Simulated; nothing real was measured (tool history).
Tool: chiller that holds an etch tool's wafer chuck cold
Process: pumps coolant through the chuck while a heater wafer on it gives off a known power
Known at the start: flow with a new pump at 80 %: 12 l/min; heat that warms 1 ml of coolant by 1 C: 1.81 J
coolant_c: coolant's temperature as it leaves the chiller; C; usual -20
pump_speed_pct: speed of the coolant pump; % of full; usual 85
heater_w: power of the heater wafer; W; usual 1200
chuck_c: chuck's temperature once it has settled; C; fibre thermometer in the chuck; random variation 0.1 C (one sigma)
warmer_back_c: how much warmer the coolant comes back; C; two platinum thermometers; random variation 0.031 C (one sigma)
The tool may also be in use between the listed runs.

run 1 hour=0 | coolant_c=-20 pump_speed_pct=85 heater_w=1200 | chuck_c=-6.5 warmer_back_c=3.11
run 2 hour=164.8 | coolant_c=-20 pump_speed_pct=85 heater_w=1200 | chuck_c=-6.7 warmer_back_c=3.07
run 3 hour=335.7 | coolant_c=-20 pump_speed_pct=85 heater_w=1200 | chuck_c=-6.7 warmer_back_c=3.13
run 4 hour=428.1 | coolant_c=-20 pump_speed_pct=85 heater_w=1200 | chuck_c=-6.6 warmer_back_c=3.04
run 5 hour=577.2 | coolant_c=-20 pump_speed_pct=85 heater_w=1200 | chuck_c=-6.7 warmer_back_c=3.11
run 6 hour=726.4 | coolant_c=-20 pump_speed_pct=85 heater_w=1200 | chuck_c=-6.7 warmer_back_c=3.1
run 7 hour=808.2 | coolant_c=-26 pump_speed_pct=62 heater_w=1174 | chuck_c=-9.6 warmer_back_c=4.37
run 8 hour=958.1 | coolant_c=-17 pump_speed_pct=85 heater_w=1200 | chuck_c=-3.8 warmer_back_c=3.12
run 9 hour=1080.1 | coolant_c=-14 pump_speed_pct=63 heater_w=1570 | chuck_c=7.5 warmer_back_c=5.73
run 10 hour=1175.9 | coolant_c=-14 pump_speed_pct=63 heater_w=1570 | chuck_c=7.4 warmer_back_c=5.71
run 11 hour=1343 | coolant_c=-28 pump_speed_pct=74 heater_w=603 | chuck_c=-20.7 warmer_back_c=1.81

Forecast each of these 4 alternatives for the next run:
run A hour=1448.5 | coolant_c=-27 pump_speed_pct=71 heater_w=736 | chuck_c=? warmer_back_c=?
run B hour=1448.5 | coolant_c=-29 pump_speed_pct=70 heater_w=603 | chuck_c=? warmer_back_c=?
run C hour=1448.5 | coolant_c=-19 pump_speed_pct=60 heater_w=917 | chuck_c=? warmer_back_c=?
run D hour=1448.5 | coolant_c=-20 pump_speed_pct=75 heater_w=715 | chuck_c=? warmer_back_c=?

run=A chuck_c=-17.9 warmer_back_c=2.34
run=B chuck_c=-21.2 warmer_back_c=1.9
run=C chuck_c=-6 warmer_back_c=3.52
run=D chuck_c=-11.5 warmer_back_c=2.09
Without the tool's hidden state the same runs would have given:
run=A chuck_c=-17.9 warmer_back_c=2.34
run=B chuck_c=-21.3 warmer_back_c=1.9
run=C chuck_c=-6 warmer_back_c=3.52
run=D chuck_c=-11.5 warmer_back_c=2.09
